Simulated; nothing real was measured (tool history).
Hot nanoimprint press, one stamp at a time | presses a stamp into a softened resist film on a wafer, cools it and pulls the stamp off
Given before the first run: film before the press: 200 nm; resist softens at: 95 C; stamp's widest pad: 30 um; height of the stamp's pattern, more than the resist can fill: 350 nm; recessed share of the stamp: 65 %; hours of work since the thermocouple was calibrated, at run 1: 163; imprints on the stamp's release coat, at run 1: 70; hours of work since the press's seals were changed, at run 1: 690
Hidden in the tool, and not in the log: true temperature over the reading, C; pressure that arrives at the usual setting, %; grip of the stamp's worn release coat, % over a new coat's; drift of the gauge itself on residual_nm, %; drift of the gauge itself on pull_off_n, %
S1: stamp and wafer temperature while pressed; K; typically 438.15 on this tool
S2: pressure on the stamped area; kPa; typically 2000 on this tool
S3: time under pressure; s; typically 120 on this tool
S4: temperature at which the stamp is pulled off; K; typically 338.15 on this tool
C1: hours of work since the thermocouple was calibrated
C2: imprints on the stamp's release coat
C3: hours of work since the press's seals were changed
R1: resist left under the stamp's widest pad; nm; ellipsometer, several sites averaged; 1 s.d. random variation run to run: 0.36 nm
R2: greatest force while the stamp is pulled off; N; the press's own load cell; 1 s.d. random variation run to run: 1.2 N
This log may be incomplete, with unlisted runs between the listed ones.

run    hour      S1    S2   S3      S4   C1   C2    C3     R1   R2
  1       0  438.15  2000  120  338.15  163   70   690  109.6  124
  2    56.5  438.15  2000  120  338.15  187  196   715  109.6  127
  3    86.7  438.15  2070  120  338.15  200  263   728  108.2  131
  4   125.5  428.15  2000  120  338.15  217  349   745  144.6  131
  5   169.8  447.15  2000  120  338.15  236  448   764   82.6  138
  6   194.1  447.15  2000  120  338.15  247  502   775   82.3  138
      217.5  -- stamp cleaned and given a new release coat
  7   246.6  438.15  2000  120  338.15  267   65   795  108.6  120
  8   294.4  438.15  2000  120  335.15  288  171   815  108.1  136
  9   333.1  438.15  2000  120  335.15  305  257   832  108.3  140
 10   389.5  438.15  2000  120  344.15  329  383   857  107.4  108
 11   440.4  438.15  2000  120  344.15  351  496   879  107.5  112
      467.1  -- stamp cleaned and given a new release coat
 12   488.6  438.15  2000  120  344.15  369   48   897  106.9   97
 13   543.8  438.15  2000  120  344.15  393  171   921  106.8  100
 14   601.2  438.15  2000  120  344.15  418  299   946  106.6  103
 15   636.5  438.15  2000  120  344.15  433  378   961  106.1  108
 16   661.6  438.15  2000  169  332.15  444  433   972   93.4  152
      717.4  -- stamp cleaned and given a new release coat
 17   723.4  438.15  1990  169  341.15  468   13   996   93.6  105
 18   770.3  431.15  1990  169  334.15  489  117  1016  115.9  133
 19   796.4  431.15  1990  169  334.15  500  175  1028    116  135
 20   837.1  431.15  1990  169  334.15  518  266  1045    116  139
      843.7  -- plate thermocouple calibrated
 21   867.5  431.15  1990  169  334.15   10  327  1057    113  140
 22   920.3  431.15  2990  100  336.15   33  445  1080  117.6  137
 23   952.1  444.15  1370  133  346.15   47  516  1094     95   97
      971.5  -- stamp cleaned and given a new release coat
 24  1004.8  444.15  2650  183  346.15   67   75  1114     63   85
 25  1061.7  450.15  2870  183  333.15   92  201  1139   50.1  133
     1072.3  -- plate thermocouple calibrated, once more
 26    1097  437.15  2790   84  341.15   11  273  1153  118.8  121
 27  1132.3  442.15  2790   83  341.15   26  352  1168  102.4  127
 28  1158.2  442.15  2790   83  341.15   37  410  1179  102.7  130
 29  1182.4  438.15  1460  120  335.15   48  464  1190  125.9  152

Predict each of these 4 candidate next runs independently; none follows another, all start after run 29:
     1222.8  -- stamp cleaned and given a new release coat
  A  1247.4  438.15  1670  180  324.15  73  55  1215   ?   ?
     1222.8  -- stamp cleaned and given a new release coat
  B  1247.4  438.15  1600  120  338.15  73  55  1215   ?   ?
     1222.8  -- stamp cleaned and given a new release coat
  C  1247.4  440.15  2370  130  338.15  73  55  1215   ?   ?
     1222.8  -- stamp cleaned and given a new release coat
  D  1247.4  449.15  2000  189  338.15  73  55  1215   ?   ?

run     R1   R2
  A  104.2  167
  B  121.5  123
  C   97.4  122
  D   66.8  123
With no hidden state in the tool, these same runs would have given:
run     R1   R2
  A  103.6  165
  B  120.9  122
  C     96  121
  D   65.9  122
